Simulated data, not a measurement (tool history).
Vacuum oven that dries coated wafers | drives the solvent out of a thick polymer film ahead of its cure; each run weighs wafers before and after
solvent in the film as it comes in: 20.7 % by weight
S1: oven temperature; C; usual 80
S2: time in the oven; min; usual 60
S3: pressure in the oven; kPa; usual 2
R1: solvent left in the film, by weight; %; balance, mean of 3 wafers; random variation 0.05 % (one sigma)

Run 1, day 0: usual settings. Result: R1 1.82 %.
Run 2, day 0.954: usual settings. Result: R1 1.8 %.
Run 3, day 2.017: usual settings but S3 3.77 kPa. Result: R1 2.61 %.
Run 4, day 2.596: usual settings but S3 3.77 kPa. Result: R1 2.64 %.
Run 5, day 3.675: usual settings but S3 3.77 kPa. Result: R1 2.54 %.
Run 6, day 4.462: usual settings but S3 3.77 kPa. Result: R1 2.6 %.
Run 7, day 5.771: usual settings but S3 3.77 kPa. Result: R1 2.56 %.
Run 8, day 6.479: usual settings. Result: R1 1.8 %.
Run 9, day 7.6: usual settings. Result: R1 1.79 %.
At day 7.738: vacuum gauge cleaned of residue and calibrated.
Run 10, day 8.675: usual settings. Result: R1 1.86 %.
Run 11, day 9.462: usual settings. Result: R1 1.82 %.
Run 12, day 10.65: usual settings but S3 6.08 kPa. Result: R1 3.58 %.
At day 10.967: vacuum gauge cleaned of residue and calibrated, once more.
Run 13, day 12.017: usual settings but S1 77 C, S3 6.08 kPa. Result: R1 4.41 %.
Run 14, day 12.908: usual settings but S2 67 min. Result: R1 1.52 %.
Run 15, day 13.938: usual settings but S2 67 min. Result: R1 1.57 %.
Run 16, day 15.212: usual settings but S2 67 min. Result: R1 1.65 %.
Run 17, day 16.333: usual settings but S1 81 C. Result: R1 1.64 %.
Run 18, day 17.392: usual settings but S1 81 C. Result: R1 1.62 %.
Run 19, day 18.546: usual settings but S1 81 C. Result: R1 1.6 %.
Run 20, day 19.383: usual settings but S1 75 C. Result: R1 2.99 %.

Forecast run 21:
Run 21, day 20.517: usual settings but S1 93 C, S2 31 min. Result: R1 ?.

R1: 1.32 %
Without the tool's hidden state the same run would have given R1 1.2 %.
